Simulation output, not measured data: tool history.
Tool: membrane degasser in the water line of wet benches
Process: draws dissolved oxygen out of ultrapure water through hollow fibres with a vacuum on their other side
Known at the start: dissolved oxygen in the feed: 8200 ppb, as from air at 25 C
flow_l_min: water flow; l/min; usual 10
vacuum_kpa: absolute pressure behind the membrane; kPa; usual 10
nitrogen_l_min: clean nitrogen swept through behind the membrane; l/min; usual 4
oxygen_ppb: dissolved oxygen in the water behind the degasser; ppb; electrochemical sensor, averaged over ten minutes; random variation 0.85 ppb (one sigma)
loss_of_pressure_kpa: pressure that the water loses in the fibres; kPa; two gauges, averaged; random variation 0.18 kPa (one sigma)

| run | day | flow_l_min | vacuum_kpa | nitrogen_l_min | oxygen_ppb | loss_of_pressure_kpa |
|---|---|---|---|---|---|---|
| 1 | 0 | 10 | 10 | 4 | 81.1 | 35.83 |
| 2 | 3.967 | 10 | 10 | 4.24 | 77.5 | 35.63 |
| 3 | 7.279 | 10 | 10 | 4.24 | 77.3 | 35.68 |
| 4 | 10.125 | 10 | 10 | 4.24 | 77.2 | 36.13 |
| 5 | 12.804 | 10 | 10 | 4 | 79.8 | 35.85 |
| 6 | 17.429 | 10 | 6.4 | 4 | 56.9 | 35.7 |
| 7 | 20.467 | 10 | 6.4 | 4 | 58 | 35.48 |
| 8 | 23.767 | 10 | 6.4 | 4 | 58.7 | 35.89 |
| 9 | 27.079 | 10 | 10 | 4 | 77.5 | 35.59 |
| 10 | 31.471 | 10 | 10 | 4 | 78.7 | 35.56 |
| 11 | 33.758 | 10 | 10 | 4 | 79.5 | 35.88 |
| 12 | 38.592 | 10 | 10 | 4 | 79.6 | 35.99 |
| 13 | 42.346 | 10 | 10 | 4 | 80.7 | 35.68 |
| 14 | 46.671 | 10 | 10 | 4 | 79.5 | 35.59 |
| 15 | 50.512 | 10 | 10 | 4 | 80.7 | 35.65 |
| 16 | 55.15 | 13 | 10 | 4 | 126.6 | 46.32 |
| 17 | 58.75 | 14 | 10 | 7.48 | 116.2 | 49.85 |
| 18 | 62.304 | 14 | 10 | 7.48 | 116 | 49.71 |
| 19 | 66.512 | 10 | 10 | 2.92 | 94.8 | 35.46 |
| 20 | 71.746 | 10 | 8.5 | 9.03 | 53.1 | 35.65 |
| 21 | 74.446 | 10 | 16.3 | 2 | 192.1 | 35.88 |
| 22 | 79.05 | 10 | 16.3 | 2 | 193.7 | 35.99 |
| 23 | 81.775 | 11 | 9.9 | 4 | 94.8 | 39.55 |
| 24 | 85.583 | 11 | 9.9 | 4 | 95.4 | 39.11 |
| 25 | 88.879 | 12 | 14.6 | 4 | 143.1 | 43.16 |
| 26 | 91.358 | 12 | 14.6 | 4 | 143.4 | 43.01 |
| 27 | 94.05 | 7 | 18.8 | 9.89 | 41.1 | 24.53 |
| 28 | 99.079 | 9 | 6.2 | 2.65 | 53.5 | 31.96 |
| 29 | 103.171 | 8 | 10 | 1.61 | 100.9 | 28.39 |
| 30 | 105.558 | 11 | 10 | 6.61 | 75.3 | 39.49 |
| 31 | 107.729 | 11 | 10 | 6.61 | 76.3 | 39.15 |
| 32 | 112.329 | 11 | 10 | 6.61 | 76.3 | 38.94 |

Not shown: 1 entry that the log had between the listed runs. Between which runs, and how does the tool's hidden state differ before and after?
Between runs 31 and 32: seals of the vacuum lines changed (day 109.746)
  air that leaks in behind the membrane, l/min: 0.0021 -> 0.002

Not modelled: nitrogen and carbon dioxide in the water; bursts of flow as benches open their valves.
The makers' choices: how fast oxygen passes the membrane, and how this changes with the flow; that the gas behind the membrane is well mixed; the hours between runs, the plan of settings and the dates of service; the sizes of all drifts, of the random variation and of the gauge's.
